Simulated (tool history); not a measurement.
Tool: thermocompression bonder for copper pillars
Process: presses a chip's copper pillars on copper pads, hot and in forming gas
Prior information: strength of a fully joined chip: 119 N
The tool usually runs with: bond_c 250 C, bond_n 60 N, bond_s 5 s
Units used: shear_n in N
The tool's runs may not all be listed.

run   hour  bond_c  bond_n  bond_s  shear_n
  1      0     250      60       5     72.9
  2   37.5     250      60       5     73.1
  3   93.6     250      60       5     74.9
  4    132     250      60       5     72.4
  5  176.6     250      60       5       72
  6  216.7     250      60       5     73.7
  7  268.1     250      60       5     70.4
  8  307.8     250      60       5     70.4
  9  339.1     240      36       4     34.3
 10  395.4     226      36       4     27.6
 11  422.6     278      43      11       84
 12  456.4     278      43      11     84.9
 13  513.8     278      43      11     85.1
 14  562.6     271      79       5     96.5
 15  591.2     250      54       5     63.3

Pick out some run-to-run changes in shear_n. Of each, how much would a tool without hidden state show as well, from the settings, what came in and chance, and how much is left for the hidden state and any gauge scatter not in both results compared?
The hidden state here: true temperature of the bond over the reading, C; force that reaches the chip, % of what is set; oxide that the forming gas leaves, % of the face; drift of the gauge itself on shear_n, %.
Run 10 -> 11: bond_c 226 -> 278, bond_n 36 -> 43, bond_s 4 -> 11. shear_n +56.4 N: hidden state -3.4, all else +59.8.
